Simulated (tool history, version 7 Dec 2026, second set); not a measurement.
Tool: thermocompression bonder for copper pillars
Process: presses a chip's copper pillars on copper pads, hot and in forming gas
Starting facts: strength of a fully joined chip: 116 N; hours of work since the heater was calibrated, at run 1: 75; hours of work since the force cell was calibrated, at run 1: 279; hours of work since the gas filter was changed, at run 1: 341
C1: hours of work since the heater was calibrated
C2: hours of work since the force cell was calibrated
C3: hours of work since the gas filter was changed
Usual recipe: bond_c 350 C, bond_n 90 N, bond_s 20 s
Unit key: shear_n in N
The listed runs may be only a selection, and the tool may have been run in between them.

run 1 hour=0.0 | bond_c=350 bond_n=90 bond_s=20 | C1=75 C2=279 C3=341 | shear_n=68.1
run 2 hour=18.9 | bond_c=350 bond_n=90 bond_s=20 | C1=89 C2=293 C3=355 | shear_n=69.6
run 3 hour=35.2 | bond_c=350 bond_n=90 bond_s=20 | C1=102 C2=305 C3=368 | shear_n=67.9
run 4 hour=47.4 | bond_c=350 bond_n=90 bond_s=32 | C1=111 C2=314 C3=377 | shear_n=77.1
run 5 hour=61.3 | bond_c=350 bond_n=90 bond_s=32 | C1=121 C2=325 C3=387 | shear_n=77.4
run 6 hour=76.1 | bond_c=350 bond_n=90 bond_s=32 | C1=132 C2=336 C3=398 | shear_n=78.0
run 7 hour=88.0 | bond_c=350 bond_n=90 bond_s=32 | C1=141 C2=345 C3=407 | shear_n=77.6
run 8 hour=104.7 | bond_c=350 bond_n=90 bond_s=32 | C1=154 C2=358 C3=420 | shear_n=77.5
run 9 hour=124.6 | bond_c=350 bond_n=90 bond_s=32 | C1=169 C2=373 C3=435 | shear_n=77.2
run 10 hour=134.9 | bond_c=350 bond_n=90 bond_s=32 | C1=177 C2=380 C3=443 | shear_n=76.2
run 11 hour=152.7 | bond_c=350 bond_n=90 bond_s=32 | C1=190 C2=394 C3=456 | shear_n=77.8
run 12 hour=168.4 | bond_c=350 bond_n=90 bond_s=32 | C1=202 C2=406 C3=468 | shear_n=76.7
-- hour=173.5 forming gas filter changed
run 13 hour=181.5 | bond_c=350 bond_n=96 bond_s=20 | C1=211 C2=415 C3=6 | shear_n=72.7
run 14 hour=194.7 | bond_c=350 bond_n=96 bond_s=20 | C1=221 C2=425 C3=16 | shear_n=73.5
run 15 hour=212.6 | bond_c=350 bond_n=96 bond_s=20 | C1=235 C2=438 C3=29 | shear_n=72.9
run 16 hour=233.3 | bond_c=350 bond_n=96 bond_s=20 | C1=250 C2=454 C3=45 | shear_n=73.9
-- hour=237.2 heater calibrated with a thermocouple chip
run 17 hour=255.1 | bond_c=350 bond_n=96 bond_s=20 | C1=14 C2=469 C3=60 | shear_n=72.4
run 18 hour=266.7 | bond_c=350 bond_n=96 bond_s=20 | C1=22 C2=478 C3=69 | shear_n=73.0
run 19 hour=284.8 | bond_c=350 bond_n=96 bond_s=20 | C1=36 C2=491 C3=82 | shear_n=72.8
run 20 hour=303.5 | bond_c=350 bond_n=90 bond_s=29 | C1=50 C2=505 C3=96 | shear_n=77.0
run 21 hour=318.8 | bond_c=350 bond_n=90 bond_s=29 | C1=61 C2=517 C3=108 | shear_n=79.1
-- hour=334.2 heater calibrated with a thermocouple chip, once more
run 22 hour=339.7 | bond_c=350 bond_n=90 bond_s=29 | C1=4 C2=531 C3=122 | shear_n=78.1
run 23 hour=354.4 | bond_c=359 bond_n=84 bond_s=14 | C1=15 C2=542 C3=133 | shear_n=64.6
run 24 hour=367.3 | bond_c=322 bond_n=69 bond_s=30 | C1=25 C2=552 C3=143 | shear_n=56.4
run 25 hour=379.1 | bond_c=322 bond_n=69 bond_s=30 | C1=34 C2=561 C3=152 | shear_n=56.3
run 26 hour=395.3 | bond_c=335 bond_n=89 bond_s=59 | C1=46 C2=573 C3=164 | shear_n=85.1
run 27 hour=415.1 | bond_c=361 bond_n=98 bond_s=16 | C1=61 C2=588 C3=179 | shear_n=73.0
run 28 hour=434.3 | bond_c=368 bond_n=64 bond_s=20 | C1=75 C2=602 C3=193 | shear_n=67.1
run 29 hour=452.6 | bond_c=368 bond_n=64 bond_s=10 | C1=89 C2=616 C3=207 | shear_n=54.0
run 30 hour=464.6 | bond_c=368 bond_n=64 bond_s=10 | C1=98 C2=625 C3=216 | shear_n=52.4
run 31 hour=484.8 | bond_c=350 bond_n=67 bond_s=55 | C1=113 C2=641 C3=231 | shear_n=79.6
run 32 hour=494.3 | bond_c=335 bond_n=67 bond_s=29 | C1=121 C2=648 C3=239 | shear_n=58.9
run 33 hour=502.8 | bond_c=335 bond_n=67 bond_s=29 | C1=127 C2=654 C3=245 | shear_n=60.1
run 34 hour=516.0 | bond_c=339 bond_n=68 bond_s=19 | C1=137 C2=664 C3=255 | shear_n=53.7
run 35 hour=529.1 | bond_c=336 bond_n=90 bond_s=46 | C1=147 C2=674 C3=265 | shear_n=78.2
run 36 hour=537.9 | bond_c=336 bond_n=90 bond_s=46 | C1=153 C2=680 C3=271 | shear_n=78.9
run 37 hour=558.3 | bond_c=324 bond_n=89 bond_s=46 | C1=169 C2=696 C3=287 | shear_n=72.9
run 38 hour=568.5 | bond_c=361 bond_n=96 bond_s=30 | C1=177 C2=704 C3=295 | shear_n=83.7
run 39 hour=588.4 | bond_c=352 bond_n=56 bond_s=21 | C1=192 C2=719 C3=310 | shear_n=56.1

4 ways to go on from here, each from the tool as it stands after run 39. What would each give?
run A hour=602.7 | bond_c=345 bond_n=56 bond_s=21 | C1=202 C2=729 C3=320 | shear_n=?
run B hour=602.7 | bond_c=333 bond_n=69 bond_s=37 | C1=202 C2=729 C3=320 | shear_n=?
run C hour=602.7 | bond_c=370 bond_n=72 bond_s=43 | C1=202 C2=729 C3=320 | shear_n=?
run D hour=602.7 | bond_c=341 bond_n=66 bond_s=22 | C1=202 C2=729 C3=320 | shear_n=?

run=A shear_n=52.8
run=B shear_n=64.8
run=C shear_n=85.5
run=D shear_n=56.1
Stripped of hidden state, with their random variation kept, the same runs would have yielded:
run=A shear_n=56.0
run=B shear_n=68.6
run=C shear_n=90.2
run=D shear_n=59.6

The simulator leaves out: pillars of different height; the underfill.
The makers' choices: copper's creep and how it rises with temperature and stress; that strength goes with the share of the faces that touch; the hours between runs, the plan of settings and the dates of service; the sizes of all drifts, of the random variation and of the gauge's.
